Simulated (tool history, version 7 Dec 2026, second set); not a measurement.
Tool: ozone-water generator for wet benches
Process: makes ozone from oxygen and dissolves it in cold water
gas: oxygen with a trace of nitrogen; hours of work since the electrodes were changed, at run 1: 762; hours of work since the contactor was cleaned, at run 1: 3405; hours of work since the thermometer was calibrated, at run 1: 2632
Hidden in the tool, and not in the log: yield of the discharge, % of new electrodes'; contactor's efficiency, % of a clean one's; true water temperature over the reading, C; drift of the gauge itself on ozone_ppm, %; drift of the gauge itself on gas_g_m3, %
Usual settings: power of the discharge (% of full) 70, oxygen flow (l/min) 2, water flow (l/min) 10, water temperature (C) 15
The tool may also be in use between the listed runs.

run   hour  power of the discharge (% of full)  oxygen flow (l/min)  water flow (l/min)  water temperature (C)  hours of work since the electrodes were changed  hours of work since the contactor was cleaned  hours of work since the thermometer was calibrated  dissolved ozone (ppm)  ozone in the gas ahead of the water (g/m3)
  1      0                                  70                    2                  10                     15                                              762                                           3405                                                2632                   25.8                                       261.6
  2   17.3                                  70                    2                  10                     15                                              778                                           3422                                                2648                   25.3                                       265.9
  3   37.5                                  70                    2                  10                     15                                              797                                           3441                                                2667                   25.6                                       264.5
  4   64.3                                  70                    2                   8                     15                                              822                                           3466                                                2692                   30.8                                       263.4
  5     86                                  70                    2                   8                     15                                              843                                           3486                                                2713                   30.6                                       263.4
  6  110.3                                  70                    2                   8                     15                                              866                                           3509                                                2736                   30.6                                       262.7
  7  130.3                                  70                 2.07                  10                     15                                              885                                           3528                                                2754                   25.5                                       258.2
  8  156.8                                  70                 2.55                  10                     15                                              910                                           3553                                                2779                   25.8                                       225.6
  9  183.1                                  70                    2                  14                     15                                              934                                           3578                                                2804                   18.9                                       263.9
 10  201.5                                  70                    2                  14                     15                                              952                                           3595                                                2821                   18.6                                       258.3
 11  231.4                                  70                    2                  14                     15                                              980                                           3623                                                2850                   18.5                                       262.3
 12  248.3                                  70                    2                  14                     15                                              996                                           3639                                                2865                   18.7                                         260
 13    273                                  70                    2                  10                      8                                             1019                                           3662                                                2889                   27.3                                         260
 14  303.8                                  70                    2                  10                      8                                             1048                                           3692                                                2918                   27.4                                       260.4
 15  321.5                                  70                    2                  10                      8                                             1065                                           3708                                                2934                   27.1                                       256.8
 16  351.2                                  70                    2                  10                      8                                             1093                                           3736                                                2962                   27.2                                       261.2
 17  374.3                                  70                    2                  10                     15                                             1114                                           3758                                                2984                   25.3                                       258.8
     389.4  -- water thermometer calibrated
 18    399                                  70                    2                  10                     15                                             1137                                           3781                                                   9                   25.5                                       258.3
 19  425.1                                  69                    2                  15                     15                                             1162                                           3805                                                  34                   17.2                                       257.9
 20  450.5                                  83                 1.25                  10                     23                                             1186                                           3829                                                  58                     25                                       388.3
 21  476.7                                  83                 2.31                  13                     23                                             1210                                           3854                                                  82                   20.4                                       263.3
 22  500.5                                  83                 1.06                  13                     18                                             1233                                           3876                                                 105                   19.6                                       425.6
 23  526.2                                  83                 1.06                  13                     18                                             1257                                           3901                                                 129                   19.8                                         428
 24  539.5                                  70                    2                  15                     15                                             1270                                           3913                                                 141                   17.4                                       256.2
 25  565.5                                  46                    2                  13                     15                                             1294                                           3938                                                 166                   14.9                                       198.2
 26  596.9                                  70                 2.01                  14                     14                                             1324                                           3967                                                 195                   18.6                                         255
 27  625.7                                  69                 1.42                  10                     14                                             1351                                           3994                                                 223                   24.4                                         312
 28  650.3                                  51                 3.38                  14                     12                                             1374                                           4017                                                 246                   15.9                                         152
 29    669                                  51                 3.38                  14                      9                                             1392                                           4035                                                 263                   16.5                                       150.8
 30  683.4                                  70                 1.51                  16                     15                                             1405                                           4049                                                 277                   15.4                                       304.7
 31  710.3                                  70                  3.1                  11                     15                                             1430                                           4074                                                 302                   22.7                                       195.4
 32  729.5                                  68                 2.82                  11                     12                                             1449                                           4092                                                 320                   23.2                                       205.1
 33  759.6                                  70                 2.28                  15                     15                                             1477                                           4120                                                 349                   17.1                                         237
 34  790.2                                  45                 1.99                   8                     10                                             1506                                           4149                                                 378                     24                                       194.2

3 ways to go on from here, each from the tool as it stands after run 34. What would each give?
  A   809                                  45                 1.99                  15                     13                                             1523                                           4167                                                 395                      ?                                           ?
  B   809                                  76                    2                  10                     22                                             1523                                           4167                                                 395                      ?                                           ?
  C   809                                  96                 1.11                   9                     15                                             1523                                           4167                                                 395                      ?                                           ?

run  dissolved ozone (ppm)  ozone in the gas ahead of the water (g/m3)
  A                   13.2                                       193.5
  B                   24.1                                       268.3
  C                   31.9                                         443
Without the tool's hidden state the same runs would have given:
run  dissolved ozone (ppm)  ozone in the gas ahead of the water (g/m3)
  A                   14.2                                       202.8
  B                   26.5                                       287.7
  C                   35.4                                       479.7
